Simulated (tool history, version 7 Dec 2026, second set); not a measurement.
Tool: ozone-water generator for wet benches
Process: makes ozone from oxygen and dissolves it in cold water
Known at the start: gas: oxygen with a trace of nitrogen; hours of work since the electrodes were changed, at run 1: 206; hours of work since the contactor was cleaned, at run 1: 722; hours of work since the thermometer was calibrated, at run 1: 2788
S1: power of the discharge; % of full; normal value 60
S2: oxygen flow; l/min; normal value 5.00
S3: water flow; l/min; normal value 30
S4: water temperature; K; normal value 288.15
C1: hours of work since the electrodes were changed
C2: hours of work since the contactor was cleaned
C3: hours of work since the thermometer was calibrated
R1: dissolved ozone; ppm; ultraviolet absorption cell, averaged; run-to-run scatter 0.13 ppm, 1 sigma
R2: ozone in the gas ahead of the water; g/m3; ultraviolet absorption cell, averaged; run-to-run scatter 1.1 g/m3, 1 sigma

run	hour	S1	S2	S3	S4	C1	C2	C3	R1	R2
1	0.0	60	5.00	30	288.15	206	722	2788	14.3	197.1
2	32.2	60	5.00	30	288.15	238	754	2820	14.4	199.0
3	86.5	60	2.97	30	288.15	291	807	2873	11.5	234.6
4	140.6	60	5.00	30	288.15	345	860	2927	14.4	198.2
5	194.8	72	5.00	30	288.15	398	914	2980	16.9	236.3
6	233.7	60	7.97	30	288.15	436	952	3018	16.4	169.1
7	262.2	60	7.97	30	288.15	464	980	3046	16.4	169.5
8	305.9	60	5.00	25	288.15	507	1023	3089	16.5	198.6
9	335.0	60	6.35	25	288.15	536	1052	3118	17.8	182.5
10	371.1	60	5.00	30	288.15	571	1087	3153	14.4	199.2
11	405.4	60	5.00	30	288.15	605	1121	3187	14.3	199.6
12	462.2	60	5.00	30	288.15	661	1177	3243	14.2	199.6
13	519.9	58	5.00	30	288.15	718	1233	3300	13.9	191.4
14	575.0	60	2.92	30	288.15	772	1288	3354	11.5	240.0
15	629.5	100	2.92	28	288.15	826	1341	3408	20.0	385.0
16	665.2	69	5.00	30	288.15	861	1376	3443	16.4	227.0
17	703.8	60	4.86	30	288.15	899	1414	3481	14.3	201.0
18	752.9	60	4.86	30	288.15	947	1463	3529	14.2	200.2
19	802.5	60	4.86	30	288.15	996	1511	3578	14.4	201.9
20	827.3	60	4.86	30	288.15	1020	1536	3602	14.2	201.6

Predict each of these 4 candidate next runs independently; none follows another, all start after run 20:
A	873.4	66	5.00	47	288.15	1066	1581	3648	?	?
B	873.4	60	4.86	23	294.15	1066	1581	3648	?	?
C	873.4	60	5.00	21	291.15	1066	1581	3648	?	?
D	873.4	60	3.01	30	288.15	1066	1581	3648	?	?

run	R1	R2
A	10.3	220.5
B	16.4	203.3
C	18.6	201.9
D	11.8	240.6
Take away the tool's hidden state, keep each run's random variation, and the runs would have read:
run	R1	R2
A	10.3	217.2
B	16.4	200.2
C	18.6	198.8
D	11.8	236.9

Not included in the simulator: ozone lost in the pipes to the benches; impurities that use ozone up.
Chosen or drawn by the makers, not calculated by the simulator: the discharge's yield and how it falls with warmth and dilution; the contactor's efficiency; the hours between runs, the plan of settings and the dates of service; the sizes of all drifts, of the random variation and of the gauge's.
